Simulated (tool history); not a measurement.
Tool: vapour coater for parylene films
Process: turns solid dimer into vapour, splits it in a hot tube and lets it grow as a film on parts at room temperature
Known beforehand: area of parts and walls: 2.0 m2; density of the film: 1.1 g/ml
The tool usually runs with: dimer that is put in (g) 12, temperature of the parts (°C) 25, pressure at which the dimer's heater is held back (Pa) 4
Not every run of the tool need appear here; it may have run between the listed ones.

| run | hour | dimer that is put in (g) | temperature of the parts (°C) | pressure at which the dimer's heater is held back (Pa) | thickness of the film (nm) |
|---|---|---|---|---|---|
| 1 | 0 | 12 | 25 | 4 | 3210 |
| 2 | 12.9 | 20 | 25 | 4 | 5410 |
| 3 | 39.2 | 20 | 25 | 4 | 5390 |
| 4 | 56.4 | 20 | 25 | 4 | 5360 |
| 5 | 70 | 20 | 25 | 4 | 5240 |
| 6 | 99.4 | 12 | 23 | 4 | 3460 |
| 7 | 119.6 | 12 | 23 | 4 | 3500 |
| 8 | 138.5 | 12 | 23 | 4 | 3500 |
| 9 | 154.1 | 12 | 30 | 3.09 | 2770 |
| 10 | 168.2 | 12 | 23 | 3.09 | 3700 |
| 11 | 189 | 12 | 23 | 4 | 3460 |
| 12 | 215.1 | 12 | 17 | 4.07 | 4300 |
| 13 | 241.9 | 12 | 27 | 6.84 | 2770 |
| 14 | 262.9 | 15 | 23 | 8.7 | 3770 |

Predict the results of run 15:
| 15 | 281.5 | 19 | 25 | 4 | ? |

{"run 15": {"thickness of the film (nm)": 5070}}
Take away the tool's hidden state, keep the run-to-run variation as it was, and the same run would have given thickness of the film (nm) 5090.
